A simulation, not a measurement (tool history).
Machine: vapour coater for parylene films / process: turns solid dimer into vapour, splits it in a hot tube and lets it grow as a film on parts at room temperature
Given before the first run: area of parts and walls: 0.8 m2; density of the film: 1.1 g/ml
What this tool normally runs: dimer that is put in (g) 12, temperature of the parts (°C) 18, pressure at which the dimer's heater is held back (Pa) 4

| run | hour | dimer that is put in (g) | temperature of the parts (°C) | pressure at which the dimer's heater is held back (Pa) | thickness of the film (um) |
|---|---|---|---|---|---|
| 1 | 0 | 12 | 18 | 4 | 10.82 |
| 2 | 16.9 | 12 | 18 | 4 | 10.72 |
| 3 | 36 | 12 | 18 | 4 | 10.76 |
| 4 | 66.1 | 12 | 18 | 4 | 10.74 |
| 5 | 98.2 | 12 | 22 | 4 | 9.89 |
| 6 | 124.3 | 12 | 21 | 4 | 10.02 |
| 7 | 158.8 | 12 | 21 | 4 | 9.87 |
| 8 | 199.8 | 12 | 21 | 9.09 | 8.41 |
| 9 | 220.9 | 12 | 21 | 9.09 | 8.32 |
| 10 | 247.6 | 12 | 18 | 3.59 | 10.37 |
| 11 | 277 | 12 | 20 | 4 | 9.85 |
|  | 309.8 | trap's valve overhauled |
| 12 | 310.1 | 12 | 20 | 4 | 10.46 |
| 13 | 329.2 | 6 | 18 | 4 | 5.39 |
| 14 | 368 | 6 | 18 | 4 | 5.42 |
| 15 | 392.2 | 7 | 24 | 2.3 | 6.27 |
| 16 | 417.5 | 7 | 24 | 2.3 | 6.23 |
| 17 | 449.1 | 20 | 24 | 3.91 | 15.91 |
| 18 | 490.2 | 16 | 15 | 4 | 14.65 |
| 19 | 508.2 | 11 | 24 | 4.72 | 8.46 |
| 20 | 525.9 | 8 | 11 | 5.16 | 7.52 |
| 21 | 562.9 | 16 | 17 | 4.29 | 13.81 |
| 22 | 583.2 | 16 | 11 | 5.51 | 14.56 |
| 23 | 600.4 | 5 | 11 | 5.51 | 4.53 |
| 24 | 632.8 | 17 | 19 | 2.94 | 15.12 |

For some of the steps in thickness of the film (um) from one run to the next: how much would appear even if the tool had no hidden state, given the settings, what came in and random variation, and how much remains for the hidden state plus any gauge scatter that the measured result and the result without hidden state don't share?
Unlogged tool condition in this case: vapour lost through the trap's worn valve, %; true temperature of the parts over the reading, C; drift of the gauge itself on film_um, %.
Run 11 -> 12: trap's valve overhauled. thickness of the film (um) +0.61: hidden state +0.7, all else -0.09.
Run 22 -> 23: dimer that is put in (g) 16 -> 5. thickness of the film (um) -10.03: hidden state +0.66, all else -10.69.
Run 23 -> 24: dimer that is put in (g) 5 -> 17, temperature of the parts (°C) 11 -> 19, pressure at which the dimer's heater is held back (Pa) 5.51 -> 2.94. thickness of the film (um) +10.59: hidden state -0.87, all else +11.46.
